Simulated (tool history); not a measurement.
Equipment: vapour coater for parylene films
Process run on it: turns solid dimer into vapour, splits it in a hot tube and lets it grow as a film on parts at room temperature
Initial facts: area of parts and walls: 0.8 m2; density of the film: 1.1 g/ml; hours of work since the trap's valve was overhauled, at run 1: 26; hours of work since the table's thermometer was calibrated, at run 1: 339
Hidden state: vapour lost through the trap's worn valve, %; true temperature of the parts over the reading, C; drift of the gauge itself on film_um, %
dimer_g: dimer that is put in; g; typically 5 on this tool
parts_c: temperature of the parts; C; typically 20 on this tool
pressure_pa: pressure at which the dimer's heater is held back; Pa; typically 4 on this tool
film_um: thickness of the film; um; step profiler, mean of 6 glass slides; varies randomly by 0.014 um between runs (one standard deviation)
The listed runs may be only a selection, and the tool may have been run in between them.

run,hour,dimer_g,parts_c,pressure_pa,hours of work since the trap's valve was overhauled,hours of work since the table's thermometer was calibrated,film_um
1,0,5,20,4,26,339,3.61
2,16,5,20,4,34,347,3.59
3,32.2,5,20,4,42,356,3.59
4,45.6,5,20,4,48,362,3.59
5,58.1,5,20,4,55,369,3.57
6,74,5,19,4,63,376,3.66
7,91.6,5,19,3.81,71,385,3.71
8,106.6,5,19,3.81,79,393,3.69
9,119.4,5,20,4,85,399,3.56
10,128.8,6,25,4,90,404,3.92
11,136.2,2,20,4,94,408,1.44
12,149.6,2,20,4,100,414,1.45

Estimate the outcome of run 13 from the log above:
13,163.2,2,20,4,107,421,?

{"run 13": {"film_um": 1.43}}
With no hidden state in the tool, this same run would have given film_um 1.45 um.
